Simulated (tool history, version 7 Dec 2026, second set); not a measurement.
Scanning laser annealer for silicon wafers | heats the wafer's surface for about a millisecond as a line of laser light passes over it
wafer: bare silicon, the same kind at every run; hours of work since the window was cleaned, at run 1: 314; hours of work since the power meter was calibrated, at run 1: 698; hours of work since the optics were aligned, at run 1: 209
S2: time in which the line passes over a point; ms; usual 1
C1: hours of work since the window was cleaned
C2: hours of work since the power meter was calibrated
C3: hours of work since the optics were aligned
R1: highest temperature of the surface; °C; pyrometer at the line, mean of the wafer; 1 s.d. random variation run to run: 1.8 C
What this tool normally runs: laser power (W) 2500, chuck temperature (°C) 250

Run 1, hour 0: usual settings; C1 314; C2 698; C3 209. Result: R1 1050 °C.
Run 2, hour 40: usual settings; C1 331; C2 714; C3 226. Result: R1 1042 °C.
Run 3, hour 73.3: usual settings; C1 344; C2 728; C3 239. Result: R1 1046 °C.
Run 4, hour 102.8: usual settings; C1 356; C2 740; C3 251. Result: R1 1046 °C.
Run 5, hour 149.3: usual settings; C1 375; C2 759; C3 271. Result: R1 1046 °C.
Run 6, hour 196.7: usual settings; C1 395; C2 778; C3 290. Result: R1 1044 °C.
Run 7, hour 227.5: usual settings; C1 407; C2 791; C3 302. Result: R1 1048 °C.
Run 8, hour 260.7: usual settings; C1 421; C2 804; C3 316. Result: R1 1045 °C.
Run 9, hour 309.2: usual settings; C1 441; C2 824; C3 336. Result: R1 1047 °C.
Run 10, hour 342.6: usual settings; C1 454; C2 838; C3 349. Result: R1 1047 °C.
Run 11, hour 377.9: usual settings; C1 469; C2 852; C3 364. Result: R1 1047 °C.
Run 12, hour 411.3: usual settings; C1 482; C2 866; C3 378. Result: R1 1050 °C.
Run 13, hour 438.6: usual settings but S2 0.75 ms; C1 493; C2 877; C3 389. Result: R1 939 °C.
Run 14, hour 485.6: usual settings; C1 513; C2 896; C3 408. Result: R1 1045 °C.
Run 15, hour 513.7: usual settings; C1 524; C2 908; C3 419. Result: R1 1047 °C.
Run 16, hour 557.3: usual settings; C1 542; C2 926; C3 437. Result: R1 1044 °C.
Run 17, hour 612: usual settings; C1 564; C2 948; C3 460. Result: R1 1046 °C.
Run 18, hour 643.6: usual settings; C1 577; C2 961; C3 472. Result: R1 1045 °C.
Run 19, hour 700.5: usual settings; C1 600; C2 984; C3 496. Result: R1 1047 °C.
Run 20, hour 734: usual settings; C1 614; C2 998; C3 509. Result: R1 1045 °C.
Run 21, hour 772.7: usual settings but laser power (W) 2148; C1 630; C2 1014; C3 525. Result: R1 904 °C.
Run 22, hour 797.8: usual settings but laser power (W) 2148; C1 640; C2 1024; C3 535. Result: R1 901 °C.
Run 23, hour 834.2: usual settings but laser power (W) 2208, chuck temperature (°C) 256; C1 655; C2 1039; C3 550. Result: R1 933 °C.
Run 24, hour 862.6: usual settings but laser power (W) 2496, chuck temperature (°C) 238; C1 667; C2 1050; C3 562. Result: R1 1030 °C.
Run 25, hour 915.5: usual settings but laser power (W) 2496, chuck temperature (°C) 238; C1 688; C2 1072; C3 584. Result: R1 1033 °C.
Run 26, hour 964.5: usual settings but laser power (W) 2496, chuck temperature (°C) 238; C1 708; C2 1092; C3 604. Result: R1 1033 °C.
Run 27, hour 993.7: usual settings but laser power (W) 2475, chuck temperature (°C) 267; C1 720; C2 1104; C3 616. Result: R1 1058 °C.
Run 28, hour 1017: usual settings but laser power (W) 2475, chuck temperature (°C) 267; C1 730; C2 1113; C3 625. Result: R1 1051 °C.
Run 29, hour 1044.6: usual settings; C1 741; C2 1125; C3 636. Result: R1 1049 °C.
Run 30, hour 1076: usual settings; C1 754; C2 1138; C3 649. Result: R1 1046 °C.
Run 31, hour 1132.1: usual settings but laser power (W) 2720, S2 0.95 ms, chuck temperature (°C) 210; C1 777; C2 1160; C3 672. Result: R1 1071 °C.
Run 32, hour 1169.4: usual settings but laser power (W) 2337, S2 1.03 ms, chuck temperature (°C) 226; C1 792; C2 1176; C3 687. Result: R1 966 °C.
At hour 1197.1: window over the wafer cleaned.
Run 33, hour 1221.3: usual settings but laser power (W) 2337, S2 1.23 ms, chuck temperature (°C) 226; C1 10; C2 1196; C3 708. Result: R1 1037 °C.
Run 34, hour 1260.4: usual settings but chuck temperature (°C) 220; C1 26; C2 1212; C3 724. Result: R1 1021 °C.
Run 35, hour 1294.3: usual settings but chuck temperature (°C) 220; C1 40; C2 1226; C3 738. Result: R1 1016 °C.
Run 36, hour 1326.1: usual settings but laser power (W) 2476, S2 0.94 ms, chuck temperature (°C) 281; C1 53; C2 1239; C3 751. Result: R1 1043 °C.
Run 37, hour 1353: usual settings but laser power (W) 2476, S2 0.94 ms, chuck temperature (°C) 224; C1 64; C2 1250; C3 762. Result: R1 988 °C.
Run 38, hour 1398.1: usual settings but laser power (W) 2476, S2 0.94 ms, chuck temperature (°C) 224; C1 82; C2 1268; C3 780. Result: R1 986 °C.
Run 39, hour 1455.5: usual settings but S2 0.84 ms; C1 106; C2 1292; C3 803. Result: R1 979 °C.
Run 40, hour 1504.9: usual settings but laser power (W) 2239, S2 0.87 ms, chuck temperature (°C) 267; C1 126; C2 1312; C3 824. Result: R1 912 °C.

Entry by entry between the runs, the difference in hidden state between the last listed run before and the first listed run after:
Between runs 32 and 33: window over the wafer cleaned (hour 1197.1)
  light that passes the window, % of a clean one's: 99.97 -> 100; width of the line over the set one, %: 0.04 -> 0.05

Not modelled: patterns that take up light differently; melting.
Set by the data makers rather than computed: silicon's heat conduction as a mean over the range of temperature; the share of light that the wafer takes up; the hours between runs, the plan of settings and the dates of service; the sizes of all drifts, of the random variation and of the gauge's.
